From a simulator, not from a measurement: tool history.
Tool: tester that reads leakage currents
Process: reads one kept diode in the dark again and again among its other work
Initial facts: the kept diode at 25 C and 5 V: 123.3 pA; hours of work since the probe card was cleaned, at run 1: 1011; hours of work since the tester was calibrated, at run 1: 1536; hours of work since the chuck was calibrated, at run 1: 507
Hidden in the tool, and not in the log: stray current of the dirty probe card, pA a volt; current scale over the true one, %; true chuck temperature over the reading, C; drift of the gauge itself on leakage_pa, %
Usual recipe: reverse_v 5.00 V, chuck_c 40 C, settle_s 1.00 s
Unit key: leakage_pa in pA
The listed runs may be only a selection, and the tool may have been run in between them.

run	hour	reverse_v	chuck_c	settle_s	hours of work since the probe card was cleaned	hours of work since the tester was calibrated	hours of work since the chuck was calibrated	leakage_pa
1	0.0	5.00	40	1.00	1011	1536	507	500.94
2	65.1	5.00	40	1.00	1055	1580	551	502.25
3	116.2	5.00	41	1.00	1089	1615	585	545.86
4	158.8	5.00	41	1.00	1118	1644	614	551.32
5	220.9	5.00	41	1.42	1160	1686	656	553.53
6	298.0	5.00	41	1.42	1212	1738	708	559.20
7	357.4	5.00	41	1.42	1252	1778	748	563.27
8	403.3	5.00	41	1.42	1283	1809	779	563.52
9	496.5	5.00	41	1.42	1346	1872	842	568.33
10	558.3	5.00	40	1.00	1388	1914	884	534.26
11	636.3	3.35	40	1.00	1441	1967	937	474.45
12	690.9	5.00	40	1.00	1478	2004	974	538.05
13	788.1	5.00	40	1.00	1544	2069	1040	543.39
# hour 869.1: chuck's temperature calibrated
14	878.4	1.22	28	1.00	1603	2129	6	107.53
15	955.0	10.49	24	1.00	1655	2181	58	150.51
16	1013.9	2.02	35	0.85	1695	2221	98	232.78
17	1070.9	17.76	29	2.96	1734	2259	137	277.32
18	1127.1	17.76	29	2.96	1772	2297	175	279.32
19	1174.5	7.12	25	0.81	1804	2330	207	147.70
20	1268.5	16.85	40	7.16	1867	2393	270	697.69
21	1333.7	16.85	40	7.16	1911	2437	314	699.92
22	1419.3	3.54	26	1.00	1969	2495	372	134.02
23	1472.6	10.08	25	0.35	2005	2531	408	175.79
24	1545.2	5.00	51	1.61	2054	2580	457	1179.76
25	1598.0	5.00	51	1.61	2090	2616	493	1186.89

Each run again, without the hidden state but with its own random variation kept:
run	leakage_pa
1	454.68
2	452.92
3	490.06
4	492.83
5	491.34
6	492.45
7	492.96
8	490.45
9	489.21
10	456.14
11	402.08
12	452.90
13	452.39
14	106.02
15	142.64
16	226.31
17	259.78
18	259.69
19	137.47
20	653.50
21	650.70
22	122.34
23	156.79
24	1091.16
25	1092.39

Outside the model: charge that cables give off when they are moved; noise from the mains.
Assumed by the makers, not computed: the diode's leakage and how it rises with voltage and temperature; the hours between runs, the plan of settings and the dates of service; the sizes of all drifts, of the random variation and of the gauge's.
